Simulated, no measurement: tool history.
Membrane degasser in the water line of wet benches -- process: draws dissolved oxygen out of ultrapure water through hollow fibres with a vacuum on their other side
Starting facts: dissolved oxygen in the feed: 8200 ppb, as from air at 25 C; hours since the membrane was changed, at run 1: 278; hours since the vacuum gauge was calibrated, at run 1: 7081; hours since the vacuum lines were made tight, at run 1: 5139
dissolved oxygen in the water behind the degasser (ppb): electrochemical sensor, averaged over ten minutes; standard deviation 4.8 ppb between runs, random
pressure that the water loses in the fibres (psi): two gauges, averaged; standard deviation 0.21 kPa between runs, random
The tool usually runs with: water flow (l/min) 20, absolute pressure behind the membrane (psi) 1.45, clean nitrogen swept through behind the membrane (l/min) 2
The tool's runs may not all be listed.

run	hour	water flow (l/min)	absolute pressure behind the membrane (psi)	clean nitrogen swept through behind the membrane (l/min)	hours since the membrane was changed	hours since the vacuum gauge was calibrated	hours since the vacuum lines were made tight	dissolved oxygen in the water behind the degasser (ppb)	pressure that the water loses in the fibres (psi)
1	0	20	1.45	2	278	7081	5139	484.9	7.024
2	33.3	20	1.45	2	311	7115	5173	480.7	7.01
3	81.1	20	1.45	2	359	7162	5220	477.1	7.004
4	127.9	13	1.45	2	406	7209	5267	229.5	4.544
5	183.8	20	1.45	2	462	7265	5323	478.5	7.036
6	221.9	20	1.45	2	500	7303	5361	478.2	7.029
7	279	20	1.45	2	557	7360	5418	475.1	6.939
8	313.9	25	1.49	4.59	592	7395	5453	579	8.743
9	380.2	25	1.49	4.59	658	7462	5519	568.8	8.715
10	442.2	30	3.09	3.02	720	7524	5581	999.6	10.454
11	469.7	18	3.09	1.36	747	7551	5609	751.2	6.292
12	496.9	15	1.36	1.36	775	7578	5636	336.9	5.29

Forecast each of these 3 alternatives for the next run:
A	562.2	20	1.42	0.83	840	7644	5701	?	?
B	562.2	20	1.45	5.88	840	7644	5701	?	?
C	562.2	13	1.68	5.73	840	7644	5701	?	?

run	dissolved oxygen in the water behind the degasser (ppb)	pressure that the water loses in the fibres (psi)
A	645	7.034
B	388.4	6.963
C	170.7	4.541
Without the tool's unlogged condition, the same runs would have read:
run	dissolved oxygen in the water behind the degasser (ppb)	pressure that the water loses in the fibres (psi)
A	644.7	7.034
B	388.3	6.963
C	170.6	4.541
